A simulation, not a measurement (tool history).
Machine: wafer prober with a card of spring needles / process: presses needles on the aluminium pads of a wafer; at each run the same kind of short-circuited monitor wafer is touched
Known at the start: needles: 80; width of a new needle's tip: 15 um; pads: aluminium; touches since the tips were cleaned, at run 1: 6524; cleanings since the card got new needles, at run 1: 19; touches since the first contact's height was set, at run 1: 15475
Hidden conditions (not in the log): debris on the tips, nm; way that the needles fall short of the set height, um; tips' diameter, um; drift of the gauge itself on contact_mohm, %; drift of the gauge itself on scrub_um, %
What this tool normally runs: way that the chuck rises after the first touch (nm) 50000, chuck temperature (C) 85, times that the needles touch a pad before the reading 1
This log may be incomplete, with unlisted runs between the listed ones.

run,day,way that the chuck rises after the first touch (nm),chuck temperature (C),times that the needles touch a pad before the reading,touches since the tips were cleaned,cleanings since the card got new needles,touches since the first contact's height was set,resistance of one needle with its contact and lead (mohm),way that a needle slides on the pad (nm)
1,0.000,50000,85,1,6524,19,15475,217,6230
# day 0.208: tips cleaned on abrasive film
# day 1.175: tips cleaned on abrasive film
# day 2.008: tips cleaned on abrasive film
2,2.333,50000,32,1,2857,22,35977,203,6170
# day 2.962: tips cleaned on abrasive film
# day 3.858: tips cleaned on abrasive film
3,3.858,50000,85,1,0,24,49401,120,6190
# day 4.812: tips cleaned on abrasive film
4,5.233,50000,85,1,3700,25,61491,209,6150
# day 5.729: tips cleaned on abrasive film
5,6.479,50000,85,1,6616,26,72480,217,6100
# day 6.608: tips cleaned on abrasive film
# day 7.479: tips cleaned on abrasive film
6,8.033,50000,85,1,4920,28,86155,217,6090
# day 8.392: tips cleaned on abrasive film
# day 9.308: tips cleaned on abrasive film
7,9.488,50000,85,1,1595,30,98921,190,6080
# day 10.175: tips cleaned on abrasive film
# day 11.100: tips cleaned on abrasive film
8,11.779,50000,85,1,6022,32,119108,226,6080
# day 11.988: tips cleaned on abrasive film
# day 12.846: tips cleaned on abrasive film
9,13.596,32000,85,1,6648,34,135103,396,3770
# day 13.733: tips cleaned on abrasive film
# day 14.675: tips cleaned on abrasive film
10,14.796,65000,35,1,1076,36,145628,137,7840
# day 15.308: height of the first contact set anew
# day 15.512: tips cleaned on abrasive film
# day 16.483: tips cleaned on abrasive film
11,16.696,37000,109,1,1864,38,12204,261,4620
# day 17.458: tips cleaned on abrasive film
# day 18.308: tips cleaned on abrasive film
12,19.067,50000,111,2,6688,40,33073,177,6180
# day 19.221: tips cleaned on abrasive film
# day 20.092: tips cleaned on abrasive film
13,20.883,50000,28,1,6980,42,49067,229,6170
# day 20.983: tips cleaned on abrasive film
# day 21.958: tips cleaned on abrasive film
# day 22.892: tips cleaned on abrasive film
14,22.917,37000,88,1,218,45,66943,158,4480
# day 23.762: tips cleaned on abrasive film
# day 24.625: tips cleaned on abrasive film
15,25.100,37000,88,1,4213,47,86161,309,4520

Each row is a separate what-if for the run after 15, all from the same tool condition, not one after another. Results?
# day 25.504: tips cleaned on abrasive film
# day 26.371: tips cleaned on abrasive film
A,26.408,30000,27,2,338,49,97644,?,?
# day 25.504: tips cleaned on abrasive film
# day 26.371: tips cleaned on abrasive film
B,26.408,31000,57,1,338,49,97644,?,?
# day 25.504: tips cleaned on abrasive film
# day 26.371: tips cleaned on abrasive film
C,26.408,38000,54,1,338,49,97644,?,?
# day 25.504: tips cleaned on abrasive film
# day 26.371: tips cleaned on abrasive film
D,26.408,37000,88,2,338,49,97644,?,?

run,resistance of one needle with its contact and lead (mohm),way that a needle slides on the pad (nm)
A,156,3580
B,183,3760
C,156,4590
D,145,4460
Stripped of hidden state, with their random variation kept, the same runs would have yielded:
run,resistance of one needle with its contact and lead (mohm),way that a needle slides on the pad (nm)
A,109,3740
B,115,3910
C,110,4750
D,117,4620
